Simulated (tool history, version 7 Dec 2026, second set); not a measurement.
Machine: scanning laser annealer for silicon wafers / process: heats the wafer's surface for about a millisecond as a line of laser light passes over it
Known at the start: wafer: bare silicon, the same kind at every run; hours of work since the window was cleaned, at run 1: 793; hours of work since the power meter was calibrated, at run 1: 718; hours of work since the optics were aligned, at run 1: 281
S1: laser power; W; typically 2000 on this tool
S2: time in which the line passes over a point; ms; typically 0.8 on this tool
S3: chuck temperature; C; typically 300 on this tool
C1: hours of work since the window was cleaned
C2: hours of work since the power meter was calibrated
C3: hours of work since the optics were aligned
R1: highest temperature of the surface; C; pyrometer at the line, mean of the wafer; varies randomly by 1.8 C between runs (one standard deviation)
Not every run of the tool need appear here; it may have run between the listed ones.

run 1 hour=0 | S1=2000 S2=0.8 S3=300 | C1=793 C2=718 C3=281 | R1=1015
run 2 hour=19.4 | S1=2000 S2=0.8 S3=300 | C1=807 C2=732 C3=295 | R1=1017
run 3 hour=48.4 | S1=2000 S2=0.857 S3=300 | C1=829 C2=753 C3=316 | R1=1043
run 4 hour=72.5 | S1=2000 S2=0.857 S3=300 | C1=846 C2=771 C3=334 | R1=1038
run 5 hour=99.4 | S1=2000 S2=0.857 S3=300 | C1=866 C2=791 C3=354 | R1=1042
-- hour=132.8 window over the wafer cleaned
run 6 hour=132.8 | S1=2000 S2=0.857 S3=300 | C1=0 C2=814 C3=377 | R1=1080
run 7 hour=148.8 | S1=2131 S2=0.8 S3=300 | C1=12 C2=826 C3=389 | R1=1114
run 8 hour=170.2 | S1=2131 S2=0.8 S3=300 | C1=28 C2=841 C3=404 | R1=1113
run 9 hour=189.7 | S1=2000 S2=0.8 S3=300 | C1=42 C2=856 C3=419 | R1=1050
run 10 hour=218.4 | S1=2000 S2=0.8 S3=300 | C1=63 C2=877 C3=440 | R1=1047
run 11 hour=246.8 | S1=2000 S2=0.8 S3=300 | C1=84 C2=898 C3=461 | R1=1044
run 12 hour=274.2 | S1=2000 S2=0.8 S3=300 | C1=104 C2=918 C3=481 | R1=1045
run 13 hour=290.9 | S1=2000 S2=0.8 S3=300 | C1=116 C2=930 C3=493 | R1=1043
run 14 hour=318.6 | S1=2000 S2=0.8 S3=300 | C1=137 C2=951 C3=514 | R1=1046
-- hour=325.2 optics aligned, line set to its width
run 15 hour=355.2 | S1=2000 S2=0.8 S3=300 | C1=160 C2=974 C3=22 | R1=1040
run 16 hour=371 | S1=2133 S2=0.582 S3=300 | C1=172 C2=985 C3=34 | R1=970
run 17 hour=394.4 | S1=1874 S2=0.8 S3=291 | C1=189 C2=1003 C3=51 | R1=974
run 18 hour=422.9 | S1=2000 S2=0.947 S3=274 | C1=210 C2=1024 C3=72 | R1=1087
run 19 hour=450.7 | S1=2000 S2=0.947 S3=274 | C1=230 C2=1044 C3=92 | R1=1081
run 20 hour=474.4 | S1=2120 S2=0.983 S3=300 | C1=248 C2=1061 C3=110 | R1=1186
run 21 hour=506.8 | S1=2120 S2=0.983 S3=300 | C1=271 C2=1085 C3=134 | R1=1188
run 22 hour=543 | S1=2111 S2=0.983 S3=299 | C1=298 C2=1112 C3=160 | R1=1182
-- hour=555.7 optics aligned, line set to its width, once more
run 23 hour=574.4 | S1=2000 S2=0.651 S3=325 | C1=317 C2=1131 C3=14 | R1=988
run 24 hour=612.7 | S1=2000 S2=0.651 S3=325 | C1=346 C2=1159 C3=42 | R1=987
run 25 hour=630.1 | S1=1959 S2=0.783 S3=266 | C1=358 C2=1172 C3=55 | R1=977
run 26 hour=656.4 | S1=1959 S2=0.783 S3=266 | C1=378 C2=1192 C3=74 | R1=976

What if the next run were any one of these 5? Each begins from the tool's condition after run 26:
run A hour=690.8 | S1=1907 S2=0.8 S3=308 | C1=403 C2=1217 C3=99 | R1=?
run B hour=690.8 | S1=1834 S2=0.8 S3=329 | C1=403 C2=1217 C3=99 | R1=?
run C hour=690.8 | S1=1833 S2=0.8 S3=290 | C1=403 C2=1217 C3=99 | R1=?
run D hour=690.8 | S1=1955 S2=0.778 S3=266 | C1=403 C2=1217 C3=99 | R1=?
run E hour=690.8 | S1=2000 S2=0.666 S3=313 | C1=403 C2=1217 C3=99 | R1=?

run=A R1=1003
run=B R1=987
run=C R1=948
run=D R1=972
run=E R1=977
The same runs, with their run-to-run variation unchanged, on a tool lacking any hidden condition would have given:
run=A R1=1020
run=B R1=1003
run=C R1=964
run=D R1=989
run=E R1=993
